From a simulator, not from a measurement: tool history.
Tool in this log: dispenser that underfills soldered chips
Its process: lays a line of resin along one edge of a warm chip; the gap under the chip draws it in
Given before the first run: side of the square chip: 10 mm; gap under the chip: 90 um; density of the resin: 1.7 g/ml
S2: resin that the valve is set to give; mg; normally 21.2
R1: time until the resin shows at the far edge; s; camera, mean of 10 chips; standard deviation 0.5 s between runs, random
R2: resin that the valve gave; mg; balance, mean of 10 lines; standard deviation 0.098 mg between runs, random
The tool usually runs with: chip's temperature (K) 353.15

Run 1, hour 0: usual settings. Result: R1 47.7 s, R2 20.81 mg.
Run 2, hour 5.4: usual settings. Result: R1 57.5 s, R2 20.72 mg.
At hour 7.1: new syringe of resin.
At hour 18.6: new syringe of resin.
Run 3, hour 18.6: usual settings but S2 25.3 mg. Result: R1 38.8 s, R2 24.54 mg.
At hour 30.4: new syringe of resin.
Run 4, hour 31.2: usual settings but S2 19.3 mg. Result: R1 42.1 s, R2 18.61 mg.
At hour 41.9: new syringe of resin.
Run 5, hour 43.8: usual settings but S2 19.3 mg. Result: R1 44.6 s, R2 18.67 mg.
Run 6, hour 52.8: usual settings but S2 18.9 mg. Result: R1 61.7 s, R2 18.11 mg.
At hour 53.7: new syringe of resin.
Run 7, hour 63.7: usual settings but chip's temperature (K) 357.15. Result: R1 48.7 s, R2 20.12 mg.
At hour 65.1: new syringe of resin.
Run 8, hour 73: usual settings but chip's temperature (K) 357.15. Result: R1 45.3 s, R2 20 mg.
At hour 76.7: new syringe of resin.
Run 9, hour 82.6: usual settings but chip's temperature (K) 366.15. Result: R1 30.4 s, R2 19.81 mg.
At hour 88.3: new syringe of resin.
Run 10, hour 92.7: usual settings but chip's temperature (K) 366.15. Result: R1 27.2 s, R2 19.84 mg.
At hour 100: new syringe of resin.
Run 11, hour 103.8: usual settings but chip's temperature (K) 361.15, S2 20.4 mg. Result: R1 33.6 s, R2 19.16 mg.
At hour 112.2: new syringe of resin.
Run 12, hour 113.9: usual settings but chip's temperature (K) 347.15, S2 18.1 mg. Result: R1 57.3 s, R2 16.87 mg.
At hour 124.2: new syringe of resin.
Run 13, hour 126.8: usual settings but chip's temperature (K) 347.15, S2 18.1 mg. Result: R1 59.1 s, R2 16.77 mg.
At hour 135.7: new syringe of resin.
Run 14, hour 137.7: usual settings but chip's temperature (K) 347.15, S2 18.1 mg. Result: R1 57.8 s, R2 16.45 mg.
Run 15, hour 143.7: usual settings but chip's temperature (K) 347.15, S2 23.1 mg. Result: R1 67.6 s, R2 21.23 mg.
At hour 147.5: new syringe of resin.
Run 16, hour 153.9: usual settings but chip's temperature (K) 352.15, S2 22.4 mg. Result: R1 51.6 s, R2 20.41 mg.
At hour 159.2: new syringe of resin.
At hour 162.6: dispensing valve cleaned and set on the balance.
Run 17, hour 165.2: usual settings but chip's temperature (K) 352.15, S2 22.4 mg. Result: R1 46.2 s, R2 22.25 mg.
Run 18, hour 170.8: usual settings but chip's temperature (K) 366.15, S2 23 mg. Result: R1 34.5 s, R2 22.98 mg.

3 ways to go on from here, each from the tool as it stands after run 18. What would each give?
At hour 172.3: new syringe of resin.
Run A, hour 176.7: usual settings but chip's temperature (K) 348.15, S2 19.7 mg. Result: R1 ?, R2 ?.
At hour 172.3: new syringe of resin.
Run B, hour 176.7: usual settings but chip's temperature (K) 363.15, S2 22.5 mg. Result: R1 ?, R2 ?.
At hour 172.3: new syringe of resin.
Run C, hour 176.7: usual settings but chip's temperature (K) 368.15. Result: R1 ?, R2 ?.

run    R1     R2
  A  59.5  19.55
  B  31.3  22.48
  C  26.4  20.89
Without the tool's unlogged condition, the same runs would have read:
run    R1     R2
  A  51.1  19.64
  B  26.7  22.59
  C  22.6     21
